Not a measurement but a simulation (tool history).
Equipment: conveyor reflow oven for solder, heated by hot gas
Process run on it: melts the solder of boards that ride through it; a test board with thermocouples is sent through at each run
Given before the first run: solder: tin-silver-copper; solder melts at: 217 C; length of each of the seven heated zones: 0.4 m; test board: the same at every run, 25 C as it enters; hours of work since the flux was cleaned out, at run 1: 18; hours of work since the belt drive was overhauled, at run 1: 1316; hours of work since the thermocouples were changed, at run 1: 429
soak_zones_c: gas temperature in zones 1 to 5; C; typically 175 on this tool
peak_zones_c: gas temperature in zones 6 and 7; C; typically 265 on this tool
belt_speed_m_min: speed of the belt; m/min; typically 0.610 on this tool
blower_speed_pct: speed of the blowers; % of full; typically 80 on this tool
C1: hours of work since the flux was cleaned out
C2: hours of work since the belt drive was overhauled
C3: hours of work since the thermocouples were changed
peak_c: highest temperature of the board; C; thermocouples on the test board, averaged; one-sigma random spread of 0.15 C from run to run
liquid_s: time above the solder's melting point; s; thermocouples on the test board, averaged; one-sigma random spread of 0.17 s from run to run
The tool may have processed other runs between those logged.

{"run": 1, "hour": 0.0, "soak_zones_c": 175, "peak_zones_c": 265, "belt_speed_m_min": 0.61, "blower_speed_pct": 80, "C1": 18, "C2": 1316, "C3": 429, "peak_c": 251.5, "liquid_s": 60.4}
{"run": 2, "hour": 84.0, "soak_zones_c": 175, "peak_zones_c": 265, "belt_speed_m_min": 0.61, "blower_speed_pct": 80, "C1": 56, "C2": 1353, "C3": 467, "peak_c": 251.4, "liquid_s": 60.0}
{"run": 3, "hour": 165.4, "soak_zones_c": 175, "peak_zones_c": 265, "belt_speed_m_min": 0.61, "blower_speed_pct": 80, "C1": 92, "C2": 1389, "C3": 503, "peak_c": 250.7, "liquid_s": 59.8}
{"run": 4, "hour": 212.9, "soak_zones_c": 175, "peak_zones_c": 265, "belt_speed_m_min": 0.61, "blower_speed_pct": 80, "C1": 114, "C2": 1411, "C3": 524, "peak_c": 250.8, "liquid_s": 59.8}
{"run": 5, "hour": 287.5, "soak_zones_c": 175, "peak_zones_c": 265, "belt_speed_m_min": 0.61, "blower_speed_pct": 80, "C1": 147, "C2": 1444, "C3": 557, "peak_c": 250.6, "liquid_s": 59.3}
{"run": 6, "hour": 346.5, "soak_zones_c": 171, "peak_zones_c": 265, "belt_speed_m_min": 0.61, "blower_speed_pct": 80, "C1": 173, "C2": 1470, "C3": 584, "peak_c": 249.6, "liquid_s": 57.1}
{"run": 7, "hour": 401.5, "soak_zones_c": 175, "peak_zones_c": 265, "belt_speed_m_min": 0.61, "blower_speed_pct": 80, "C1": 198, "C2": 1495, "C3": 608, "peak_c": 250.1, "liquid_s": 59.3}
{"run": 8, "hour": 472.2, "soak_zones_c": 175, "peak_zones_c": 263, "belt_speed_m_min": 0.61, "blower_speed_pct": 80, "C1": 229, "C2": 1527, "C3": 640, "peak_c": 248.2, "liquid_s": 57.5}
{"hour": 500.0, "done": "thermocouples of zones 6 and 7 changed"}
{"run": 9, "hour": 533.4, "soak_zones_c": 175, "peak_zones_c": 265, "belt_speed_m_min": 0.61, "blower_speed_pct": 80, "C1": 256, "C2": 1553, "C3": 15, "peak_c": 248.1, "liquid_s": 57.0}
{"hour": 552.4, "done": "flux residue cleaned out of gas plates and filters"}
{"run": 10, "hour": 599.9, "soak_zones_c": 175, "peak_zones_c": 265, "belt_speed_m_min": 0.61, "blower_speed_pct": 80, "C1": 21, "C2": 1581, "C3": 42, "peak_c": 250.6, "liquid_s": 60.2}
{"run": 11, "hour": 659.1, "soak_zones_c": 175, "peak_zones_c": 265, "belt_speed_m_min": 0.612, "blower_speed_pct": 80, "C1": 48, "C2": 1607, "C3": 69, "peak_c": 250.2, "liquid_s": 60.0}
{"run": 12, "hour": 714.6, "soak_zones_c": 175, "peak_zones_c": 265, "belt_speed_m_min": 0.612, "blower_speed_pct": 80, "C1": 73, "C2": 1632, "C3": 94, "peak_c": 250.1, "liquid_s": 59.8}
{"run": 13, "hour": 756.7, "soak_zones_c": 175, "peak_zones_c": 265, "belt_speed_m_min": 0.612, "blower_speed_pct": 80, "C1": 91, "C2": 1651, "C3": 112, "peak_c": 250.1, "liquid_s": 59.9}
{"run": 14, "hour": 847.8, "soak_zones_c": 175, "peak_zones_c": 261, "belt_speed_m_min": 0.612, "blower_speed_pct": 64, "C1": 132, "C2": 1691, "C3": 153, "peak_c": 242.8, "liquid_s": 51.7}
{"run": 15, "hour": 905.6, "soak_zones_c": 175, "peak_zones_c": 261, "belt_speed_m_min": 0.494, "blower_speed_pct": 51, "C1": 158, "C2": 1717, "C3": 179, "peak_c": 245.9, "liquid_s": 69.2}
{"run": 16, "hour": 970.6, "soak_zones_c": 182, "peak_zones_c": 275, "belt_speed_m_min": 0.555, "blower_speed_pct": 82, "C1": 187, "C2": 1746, "C3": 208, "peak_c": 262.7, "liquid_s": 78.5}
{"hour": 1054.9, "done": "belt drive overhauled, speed set with a stopwatch"}
{"run": 17, "hour": 1054.9, "soak_zones_c": 182, "peak_zones_c": 275, "belt_speed_m_min": 0.555, "blower_speed_pct": 82, "C1": 223, "C2": 0, "C3": 244, "peak_c": 261.4, "liquid_s": 74.5}
{"run": 18, "hour": 1097.4, "soak_zones_c": 167, "peak_zones_c": 265, "belt_speed_m_min": 0.507, "blower_speed_pct": 82, "C1": 242, "C2": 19, "C3": 263, "peak_c": 252.6, "liquid_s": 69.5}
{"hour": 1147.8, "done": "flux residue cleaned out of gas plates and filters"}
{"run": 19, "hour": 1180.7, "soak_zones_c": 164, "peak_zones_c": 265, "belt_speed_m_min": 0.586, "blower_speed_pct": 82, "C1": 15, "C2": 54, "C3": 298, "peak_c": 250.2, "liquid_s": 56.6}
{"run": 20, "hour": 1220.1, "soak_zones_c": 164, "peak_zones_c": 265, "belt_speed_m_min": 0.586, "blower_speed_pct": 82, "C1": 32, "C2": 72, "C3": 315, "peak_c": 250.3, "liquid_s": 56.6}
{"run": 21, "hour": 1290.1, "soak_zones_c": 164, "peak_zones_c": 265, "belt_speed_m_min": 0.586, "blower_speed_pct": 82, "C1": 64, "C2": 103, "C3": 347, "peak_c": 249.9, "liquid_s": 56.3}
{"run": 22, "hour": 1349.1, "soak_zones_c": 170, "peak_zones_c": 265, "belt_speed_m_min": 0.61, "blower_speed_pct": 80, "C1": 90, "C2": 129, "C3": 373, "peak_c": 248.6, "liquid_s": 54.7}
{"run": 23, "hour": 1420.4, "soak_zones_c": 184, "peak_zones_c": 263, "belt_speed_m_min": 0.61, "blower_speed_pct": 80, "C1": 122, "C2": 161, "C3": 405, "peak_c": 249.7, "liquid_s": 61.0}
{"run": 24, "hour": 1473.0, "soak_zones_c": 175, "peak_zones_c": 279, "belt_speed_m_min": 0.541, "blower_speed_pct": 53, "C1": 145, "C2": 185, "C3": 429, "peak_c": 258.7, "liquid_s": 71.2}

Below are 4 alternative next runs, each starting from the tool's condition after run 24. Predict each:
{"run": "A", "hour": 1530.5, "soak_zones_c": 175, "peak_zones_c": 265, "belt_speed_m_min": 0.71, "blower_speed_pct": 88, "C1": 171, "C2": 210, "C3": 454, "peak_c": "?", "liquid_s": "?"}
{"run": "B", "hour": 1530.5, "soak_zones_c": 175, "peak_zones_c": 265, "belt_speed_m_min": 0.61, "blower_speed_pct": 52, "C1": 171, "C2": 210, "C3": 454, "peak_c": "?", "liquid_s": "?"}
{"run": "C", "hour": 1530.5, "soak_zones_c": 182, "peak_zones_c": 265, "belt_speed_m_min": 0.61, "blower_speed_pct": 80, "C1": 171, "C2": 210, "C3": 454, "peak_c": "?", "liquid_s": "?"}
{"run": "D", "hour": 1530.5, "soak_zones_c": 175, "peak_zones_c": 268, "belt_speed_m_min": 0.61, "blower_speed_pct": 80, "C1": 171, "C2": 210, "C3": 454, "peak_c": "?", "liquid_s": "?"}

run=A peak_c=245.8 liquid_s=45.1
run=B peak_c=241.5 liquid_s=47.0
run=C peak_c=250.7 liquid_s=60.4
run=D peak_c=252.1 liquid_s=58.7
The same runs, with their run-to-run variation unchanged, on a tool lacking any hidden condition would have given:
run=A peak_c=246.7 liquid_s=46.1
run=B peak_c=241.9 liquid_s=47.6
run=C peak_c=251.1 liquid_s=60.9
run=D peak_c=252.6 liquid_s=59.3
